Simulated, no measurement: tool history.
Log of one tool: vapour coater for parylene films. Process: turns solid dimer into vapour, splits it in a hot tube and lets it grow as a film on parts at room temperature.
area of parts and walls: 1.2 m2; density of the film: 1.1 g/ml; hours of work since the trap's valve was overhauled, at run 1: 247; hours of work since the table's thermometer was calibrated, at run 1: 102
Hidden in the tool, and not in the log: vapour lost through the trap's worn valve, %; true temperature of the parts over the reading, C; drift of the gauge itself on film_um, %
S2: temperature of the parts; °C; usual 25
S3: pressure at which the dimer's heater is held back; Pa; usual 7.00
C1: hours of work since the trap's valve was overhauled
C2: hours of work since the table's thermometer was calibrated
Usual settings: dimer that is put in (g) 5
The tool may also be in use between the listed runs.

Run 1, hour 0.0: usual settings; C1 247; C2 102. Result: thickness of the film (nm) 1841.
At hour 16.0: trap's valve overhauled.
Run 2, hour 22.8: usual settings; C1 4; C2 113. Result: thickness of the film (nm) 1912.
Run 3, hour 53.2: usual settings; C1 22; C2 130. Result: thickness of the film (nm) 1897.
Run 4, hour 70.4: usual settings; C1 32; C2 140. Result: thickness of the film (nm) 1899.
Run 5, hour 85.3: usual settings but S3 2.83 Pa; C1 41; C2 149. Result: thickness of the film (nm) 2049.
Run 6, hour 107.8: usual settings; C1 54; C2 162. Result: thickness of the film (nm) 1897.
Run 7, hour 126.8: usual settings but S2 18 °C; C1 65; C2 174. Result: thickness of the film (nm) 2552.
Run 8, hour 151.4: usual settings but S2 18 °C; C1 79; C2 188. Result: thickness of the film (nm) 2543.
Run 9, hour 173.7: usual settings; C1 92; C2 201. Result: thickness of the film (nm) 1877.
Run 10, hour 187.7: usual settings; C1 100; C2 209. Result: thickness of the film (nm) 1873.
Run 11, hour 209.4: usual settings; C1 113; C2 222. Result: thickness of the film (nm) 1864.
Run 12, hour 234.7: usual settings; C1 128; C2 237. Result: thickness of the film (nm) 1858.
Run 13, hour 252.8: usual settings; C1 139; C2 247. Result: thickness of the film (nm) 1833.
Run 14, hour 269.5: usual settings; C1 148; C2 257. Result: thickness of the film (nm) 1847.
Run 15, hour 294.7: usual settings; C1 163; C2 272. Result: thickness of the film (nm) 1834.
Run 16, hour 320.5: usual settings; C1 178; C2 287. Result: thickness of the film (nm) 1833.
Run 17, hour 342.5: usual settings; C1 191; C2 300. Result: thickness of the film (nm) 1807.
Run 18, hour 362.8: usual settings but S3 2.35 Pa; C1 203; C2 312. Result: thickness of the film (nm) 1991.
Run 19, hour 388.3: usual settings but dimer that is put in (g) 7; C1 218; C2 327. Result: thickness of the film (nm) 2532.
Run 20, hour 413.4: usual settings but dimer that is put in (g) 7, S2 33 °C, S3 7.30 Pa; C1 233; C2 341. Result: thickness of the film (nm) 1764.
Run 21, hour 437.6: usual settings but dimer that is put in (g) 8, S2 34 °C, S3 2.49 Pa; C1 247; C2 355. Result: thickness of the film (nm) 2112.
At hour 452.9: trap's valve overhauled.
Run 22, hour 470.4: usual settings but dimer that is put in (g) 3, S2 26 °C, S3 2.26 Pa; C1 10; C2 372. Result: thickness of the film (nm) 1203.
Run 23, hour 492.5: usual settings but dimer that is put in (g) 3, S2 26 °C, S3 2.26 Pa; C1 23; C2 385. Result: thickness of the film (nm) 1193.
Run 24, hour 512.7: usual settings but dimer that is put in (g) 3, S2 27 °C, S3 2.02 Pa; C1 35; C2 397. Result: thickness of the film (nm) 1155.
Run 25, hour 541.9: usual settings but dimer that is put in (g) 3, S2 27 °C, S3 2.02 Pa; C1 52; C2 414. Result: thickness of the film (nm) 1148.
Run 26, hour 570.4: usual settings but S3 6.21 Pa; C1 69; C2 431. Result: thickness of the film (nm) 1889.
Run 27, hour 590.2: usual settings but dimer that is put in (g) 4, S3 4.11 Pa; C1 80; C2 442. Result: thickness of the film (nm) 1565.
Run 28, hour 617.1: usual settings but dimer that is put in (g) 4, S3 4.11 Pa; C1 96; C2 458. Result: thickness of the film (nm) 1562.
Run 29, hour 642.1: usual settings but dimer that is put in (g) 8, S3 8.45 Pa; C1 111; C2 473. Result: thickness of the film (nm) 2916.
Run 30, hour 662.5: usual settings but dimer that is put in (g) 8, S3 8.45 Pa; C1 123; C2 485. Result: thickness of the film (nm) 2898.
Run 31, hour 678.8: usual settings but dimer that is put in (g) 4, S2 28 °C, S3 8.45 Pa; C1 132; C2 494. Result: thickness of the film (nm) 1272.
Run 32, hour 706.0: usual settings but dimer that is put in (g) 4, S2 36 °C, S3 8.45 Pa; C1 148; C2 510. Result: thickness of the film (nm) 905.
Run 33, hour 730.8: usual settings but S3 6.86 Pa; C1 163; C2 525. Result: thickness of the film (nm) 1831.
Run 34, hour 755.0: usual settings but S3 6.86 Pa; C1 177; C2 539. Result: thickness of the film (nm) 1810.
Run 35, hour 771.1: usual settings but dimer that is put in (g) 3, S3 11.62 Pa; C1 186; C2 548. Result: thickness of the film (nm) 1050.
Run 36, hour 797.1: usual settings but dimer that is put in (g) 7, S2 21 °C; C1 201; C2 564. Result: thickness of the film (nm) 3028.
Run 37, hour 823.9: usual settings but dimer that is put in (g) 7, S2 21 °C; C1 217; C2 579. Result: thickness of the film (nm) 3001.

Some steps in thickness of the film (nm) between neighbouring runs. How much of each would the tool show without its hidden state too (settings, what came in, random variation), and how much is left for the hidden state, with any gauge scatter that isn't in both results?
Run 1 -> 2: trap's valve overhauled. thickness of the film (nm) +71: hidden state +93, all else -22.
Run 21 -> 22: dimer that is put in (g) 8 -> 3, S2 34 -> 26, S3 2.49 -> 2.26, trap's valve overhauled. thickness of the film (nm) -909: hidden state +141, all else -1050.
Run 28 -> 29: dimer that is put in (g) 4 -> 8, S3 4.11 -> 8.45. thickness of the film (nm) +1354: hidden state -60, all else +1414.
Run 30 -> 31: dimer that is put in (g) 8 -> 4, S2 25 -> 28. thickness of the film (nm) -1626: hidden state +66, all else -1692.
Run 35 -> 36: dimer that is put in (g) 3 -> 7, S2 25 -> 21, S3 11.62 -> 7.00. thickness of the film (nm) +1978: hidden state -131, all else +2109.
